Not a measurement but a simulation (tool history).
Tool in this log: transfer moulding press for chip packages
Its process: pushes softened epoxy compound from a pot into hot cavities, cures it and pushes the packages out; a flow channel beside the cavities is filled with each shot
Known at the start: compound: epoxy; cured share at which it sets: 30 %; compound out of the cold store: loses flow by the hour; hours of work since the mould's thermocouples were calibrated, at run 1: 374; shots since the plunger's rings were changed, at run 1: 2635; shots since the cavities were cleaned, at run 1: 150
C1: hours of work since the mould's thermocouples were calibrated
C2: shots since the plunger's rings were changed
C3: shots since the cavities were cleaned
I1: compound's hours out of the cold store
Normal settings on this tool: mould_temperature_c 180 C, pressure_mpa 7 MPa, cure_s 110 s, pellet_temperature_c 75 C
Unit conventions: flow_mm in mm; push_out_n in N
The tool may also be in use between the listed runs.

run 1 hour=0 | mould_temperature_c=180 pressure_mpa=7 cure_s=110 pellet_temperature_c=75 | C1=374 C2=2635 C3=150 | I1=19.5 | flow_mm=695 push_out_n=435
run 2 hour=32.4 | mould_temperature_c=180 pressure_mpa=7 cure_s=110 pellet_temperature_c=75 | C1=395 C2=2965 C3=480 | I1=47.3 | flow_mm=603 push_out_n=421
-- hour=38 plunger's sealing rings changed
-- hour=44.3 cavities cleaned with cleaning compound and waxed
run 3 hour=63.3 | mould_temperature_c=177 pressure_mpa=7 cure_s=110 pellet_temperature_c=75 | C1=412 C2=243 C3=194 | I1=27.3 | flow_mm=671 push_out_n=504
run 4 hour=97.2 | mould_temperature_c=180 pressure_mpa=7 cure_s=91 pellet_temperature_c=75 | C1=434 C2=588 C3=539 | I1=11.4 | flow_mm=726 push_out_n=669
-- hour=100.5 cavities cleaned with cleaning compound and waxed
run 5 hour=120.6 | mould_temperature_c=180 pressure_mpa=7 cure_s=91 pellet_temperature_c=75 | C1=448 C2=813 C3=206 | I1=17.7 | flow_mm=700 push_out_n=660
run 6 hour=135.3 | mould_temperature_c=180 pressure_mpa=7 cure_s=91 pellet_temperature_c=75 | C1=457 C2=963 C3=356 | I1=8.4 | flow_mm=736 push_out_n=662
-- hour=156.2 cavities cleaned with cleaning compound and waxed
run 7 hour=164.6 | mould_temperature_c=180 pressure_mpa=7 cure_s=112 pellet_temperature_c=75 | C1=475 C2=1246 C3=86 | I1=22.9 | flow_mm=680 push_out_n=404
run 8 hour=194.5 | mould_temperature_c=180 pressure_mpa=7 cure_s=112 pellet_temperature_c=75 | C1=494 C2=1551 C3=391 | I1=36.4 | flow_mm=638 push_out_n=389
-- hour=214 cavities cleaned with cleaning compound and waxed
run 9 hour=230.3 | mould_temperature_c=180 pressure_mpa=7 cure_s=112 pellet_temperature_c=75 | C1=515 C2=1901 C3=167 | I1=46.5 | flow_mm=604 push_out_n=404
run 10 hour=257.5 | mould_temperature_c=180 pressure_mpa=7 cure_s=112 pellet_temperature_c=75 | C1=533 C2=2179 C3=445 | I1=22.5 | flow_mm=687 push_out_n=417
-- hour=265.6 mould's thermocouples calibrated
-- hour=274.7 cavities cleaned with cleaning compound and waxed
run 11 hour=276.4 | mould_temperature_c=180 pressure_mpa=7 cure_s=112 pellet_temperature_c=75 | C1=6 C2=2336 C3=18 | I1=30.4 | flow_mm=657 push_out_n=391
run 12 hour=293.4 | mould_temperature_c=180 pressure_mpa=7 cure_s=112 pellet_temperature_c=75 | C1=17 C2=2509 C3=191 | I1=12.2 | flow_mm=721 push_out_n=406
run 13 hour=314.8 | mould_temperature_c=180 pressure_mpa=7 cure_s=110 pellet_temperature_c=68 | C1=30 C2=2728 C3=410 | I1=32 | flow_mm=653 push_out_n=403
-- hour=330.9 cavities cleaned with cleaning compound and waxed
run 14 hour=332.8 | mould_temperature_c=180 pressure_mpa=7 cure_s=110 pellet_temperature_c=77 | C1=41 C2=2896 C3=20 | I1=16.6 | flow_mm=703 push_out_n=433
-- hour=345.8 plunger's sealing rings changed
run 15 hour=366.8 | mould_temperature_c=182 pressure_mpa=7 cure_s=110 pellet_temperature_c=75 | C1=61 C2=214 C3=341 | I1=30.6 | flow_mm=653 push_out_n=379
run 16 hour=386.5 | mould_temperature_c=185 pressure_mpa=7 cure_s=116 pellet_temperature_c=71 | C1=73 C2=415 C3=542 | I1=15.2 | flow_mm=700 push_out_n=353
-- hour=389.6 cavities cleaned with cleaning compound and waxed
run 17 hour=403.1 | mould_temperature_c=185 pressure_mpa=7 cure_s=116 pellet_temperature_c=71 | C1=83 C2=569 C3=137 | I1=39 | flow_mm=618 push_out_n=360
run 18 hour=433.3 | mould_temperature_c=182 pressure_mpa=6.82 cure_s=129 pellet_temperature_c=83 | C1=102 C2=877 C3=445 | I1=25.5 | flow_mm=659 push_out_n=336
-- hour=447.6 cavities cleaned with cleaning compound and waxed
run 19 hour=456.1 | mould_temperature_c=182 pressure_mpa=6.82 cure_s=129 pellet_temperature_c=83 | C1=116 C2=1094 C3=86 | I1=11.5 | flow_mm=704 push_out_n=348
run 20 hour=480.4 | mould_temperature_c=182 pressure_mpa=6.82 cure_s=129 pellet_temperature_c=83 | C1=131 C2=1343 C3=335 | I1=17.6 | flow_mm=685 push_out_n=347
-- hour=504.8 cavities cleaned with cleaning compound and waxed
run 21 hour=504.8 | mould_temperature_c=182 pressure_mpa=6.82 cure_s=129 pellet_temperature_c=83 | C1=146 C2=1576 C3=0 | I1=24.2 | flow_mm=663 push_out_n=349
run 22 hour=524.6 | mould_temperature_c=183 pressure_mpa=5.42 cure_s=129 pellet_temperature_c=83 | C1=158 C2=1778 C3=202 | I1=13.7 | flow_mm=620 push_out_n=347
run 23 hour=551.4 | mould_temperature_c=183 pressure_mpa=5.42 cure_s=129 pellet_temperature_c=83 | C1=175 C2=2051 C3=475 | I1=40.3 | flow_mm=542 push_out_n=347
-- hour=562.1 cavities cleaned with cleaning compound and waxed
run 24 hour=571.1 | mould_temperature_c=183 pressure_mpa=5.42 cure_s=129 pellet_temperature_c=83 | C1=187 C2=2237 C3=91 | I1=32.3 | flow_mm=563 push_out_n=368
run 25 hour=586.7 | mould_temperature_c=183 pressure_mpa=5.42 cure_s=129 pellet_temperature_c=83 | C1=197 C2=2397 C3=251 | I1=27.2 | flow_mm=583 push_out_n=336
run 26 hour=606.9 | mould_temperature_c=183 pressure_mpa=5.42 cure_s=129 pellet_temperature_c=83 | C1=210 C2=2602 C3=456 | I1=28.6 | flow_mm=580 push_out_n=336
-- hour=618.3 cavities cleaned with cleaning compound and waxed
run 27 hour=634.5 | mould_temperature_c=183 pressure_mpa=5.42 cure_s=129 pellet_temperature_c=83 | C1=226 C2=2869 C3=166 | I1=29.8 | flow_mm=571 push_out_n=343

Forecast each of these 4 alternatives for the next run:
-- hour=650.4 plunger's sealing rings changed
run A hour=652.8 | mould_temperature_c=180 pressure_mpa=7 cure_s=121 pellet_temperature_c=68 | C1=236 C2=24 C3=327 | I1=37 | flow_mm=? push_out_n=?
-- hour=650.4 plunger's sealing rings changed
run B hour=652.8 | mould_temperature_c=183 pressure_mpa=8.79 cure_s=136 pellet_temperature_c=83 | C1=236 C2=24 C3=327 | I1=43.8 | flow_mm=? push_out_n=?
-- hour=650.4 plunger's sealing rings changed
run C hour=652.8 | mould_temperature_c=183 pressure_mpa=5.42 cure_s=129 pellet_temperature_c=74 | C1=236 C2=24 C3=327 | I1=39.8 | flow_mm=? push_out_n=?
-- hour=650.4 plunger's sealing rings changed
run D hour=652.8 | mould_temperature_c=183 pressure_mpa=5.42 cure_s=115 pellet_temperature_c=83 | C1=236 C2=24 C3=327 | I1=30.9 | flow_mm=? push_out_n=?

run=A flow_mm=633 push_out_n=386
run=B flow_mm=683 push_out_n=324
run=C flow_mm=543 push_out_n=347
run=D flow_mm=571 push_out_n=370
Stripped of hidden state, with their random variation kept, the same runs would have yielded:
run=A flow_mm=633 push_out_n=382
run=B flow_mm=683 push_out_n=321
run=C flow_mm=543 push_out_n=343
run=D flow_mm=571 push_out_n=367

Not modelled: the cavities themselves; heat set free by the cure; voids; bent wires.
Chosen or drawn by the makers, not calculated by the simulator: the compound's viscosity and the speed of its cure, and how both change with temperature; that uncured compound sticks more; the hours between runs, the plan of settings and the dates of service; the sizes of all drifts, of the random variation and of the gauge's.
